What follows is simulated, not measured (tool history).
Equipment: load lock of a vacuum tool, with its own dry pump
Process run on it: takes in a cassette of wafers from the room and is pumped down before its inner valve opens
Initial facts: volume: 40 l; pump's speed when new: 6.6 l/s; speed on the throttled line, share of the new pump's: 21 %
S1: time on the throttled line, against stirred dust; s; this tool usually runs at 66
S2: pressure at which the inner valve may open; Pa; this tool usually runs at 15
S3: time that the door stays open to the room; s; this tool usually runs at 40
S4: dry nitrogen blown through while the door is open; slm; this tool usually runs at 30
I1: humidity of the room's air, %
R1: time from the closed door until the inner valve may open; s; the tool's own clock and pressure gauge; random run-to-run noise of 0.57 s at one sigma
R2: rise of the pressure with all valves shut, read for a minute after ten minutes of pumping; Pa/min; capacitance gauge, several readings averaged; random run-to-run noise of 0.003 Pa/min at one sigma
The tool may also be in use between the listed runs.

run	hour	S1	S2	S3	S4	I1	R1	R2
1	0	66	15	40	30	47.3	106.7	0.03
2	134	66	15	40	30	46.3	106.6	0.024
3	288.9	66	15	40	30	47.2	106.8	0.025
4	509	66	15	40	30	45.4	106.2	0.031
5	684.7	66	15	40	30	47.4	107	0.025
6	823.8	66	15	40	30	42.4	106.7	0.024
7	947.6	66	15	40	30	47	107.1	0.025
8	1155	66	15	40	30	45.2	107.5	0.022
9	1313.9	66	15	40	30	44.7	106.6	0.029
10	1492.7	66	15	40	30	44.9	105.7	0.028
11	1617.1	66	15	40	30	46.1	106.4	0.026
12	1766.7	66	15	40	30	44.9	106.3	0.025
13	2022.2	66	15	40	30	42.8	105.4	0.024
14	2273.1	66	24	40	30	45.6	104	0.021
15	2452.6	66	24	40	30	47.5	103.3	0.026
16	2720.1	66	24	40	30	44.2	103.5	0.025
17	2874.5	66	15	40	12	46.4	106.3	0.034
18	3017.6	66	14	144	18	46	106.3	0.072
19	3299.2	66	15	40	32	41.2	106.3	0.023
20	3593.7	66	13	40	7	41.8	106.6	0.038
21	3745.4	66	13	40	8	42.7	107.2	0.036
22	4015.3	66	13	40	8	46.3	107.6	0.034
23	4164.6	66	15	29	13	43.4	106.5	0.027
24	4303.5	45	11	61	7	41.4	91.9	0.04
# hour 4488.8: door's seal changed, seat wiped
25	4542.3	45	11	26	21	44.6	93.3	0.019
26	4673.5	98	22	26	33	47.7	129.9	0.017
27	4841.8	98	22	26	33	46.1	130.8	0.018

Below are 3 alternative next runs, each starting from the tool's condition after run 27. Predict each:
A	4992.2	66	25	162	19	45.6	?	?
B	4992.2	66	15	57	30	43.1	?	?
C	4992.2	35	15	40	30	41.4	?	?

run	R1	R2
A	103.9	0.077
B	107.2	0.032
C	82.5	0.024
Take away the tool's hidden state, keep each run's random variation, and the runs would have read:
run	R1	R2
A	103.9	0.077
B	107.1	0.032
C	82.4	0.024
